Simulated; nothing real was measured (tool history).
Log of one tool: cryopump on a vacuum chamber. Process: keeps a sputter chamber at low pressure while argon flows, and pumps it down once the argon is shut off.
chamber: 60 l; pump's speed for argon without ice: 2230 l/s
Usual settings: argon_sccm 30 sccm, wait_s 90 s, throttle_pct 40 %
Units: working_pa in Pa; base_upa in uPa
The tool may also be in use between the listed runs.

run    hour  argon_sccm  wait_s  throttle_pct  working_pa  base_upa
  1     0.0          30      90            40      0.0616      1.95
  2    55.1          30      90            40      0.0628      1.99
  3    92.6          30      90            16      0.1480      2.10
  4   141.3          34      90            40      0.0704      2.13
  5   196.8          30      90            40      0.0633      2.17
  6   234.9          30     109            40      0.0644      2.08
  7   274.8          46      90            40      0.0981      2.25
  8   317.7          46      90            40      0.0991      2.28
  9   378.7          46      90            40      0.0988      2.40
 10   414.4          46      90            40      0.0995      2.45
 11   448.0          33      90            40      0.0714      2.48
 12   483.1          33      49            40      0.0717      2.99
 13   545.1          42      90            40      0.0912      2.58
 14   580.1          42      90            40      0.0918      2.60
 15   642.9          30      90            25      0.0992      2.64
 16   685.8          30      90            25      0.1011      2.80
 17   741.9          30      90            25      0.0908      2.21
 18   785.3          30      90            25      0.0920      2.11
 19   829.0          39     162            48      0.0619      1.98
 20   885.9          25     224            48      0.0404      1.97
 21   950.9          20      90            40      0.0382      2.36
 22  1007.2          20      90            40      0.0388      2.33
 23  1071.7          20      40            40      0.0394      3.16
 24  1099.4          20      40            40      0.0403      3.07
 25  1143.8          58      40            40      0.1136      3.19
 26  1198.0          13      90            23      0.0442      2.50
 27  1255.9          13      90            23      0.0445      2.66
 28  1287.9          30     193            40      0.0598      2.24
 29  1323.0          30     193            40      0.0591      2.39
 30  1376.1          31      25            58      0.0435      2.08
 31  1436.8          30      25            36      0.0663      2.16
 32  1474.3          30      46            15      0.1545      1.34
 33  1521.9          30      46            15      0.1554      1.37

Not shown: 2 entries that the log had between the listed runs. Between which runs, and how does the tool's hidden state differ before and after?
Between runs 16 and 17: pump warmed up, emptied and cooled again (hour 740.8)
  pump's speed, % of a pump's without ice: 70.3 -> 99.8; cold plate's temperature, K: 12.63 -> 12.64; leak into the chamber, uPa l/s: 3474 -> 3543
  measured less the result without the state, working_pa: +0.0100 -> +0.0003 Pa; base_upa: +2.13 -> +1.52 uPa
Between runs 29 and 30: leaking fittings of the chamber tightened, without venting (hour 1355.1)
  pump's speed, % of a pump's without ice: 89.9 -> 89.1; cold plate's temperature, K: 12.76 -> 12.77; leak into the chamber, uPa l/s: 4286 -> 388
  measured less the result without the state, working_pa: +0.0029 -> +0.0032 Pa; base_upa: +2.03 -> +0.07 uPa
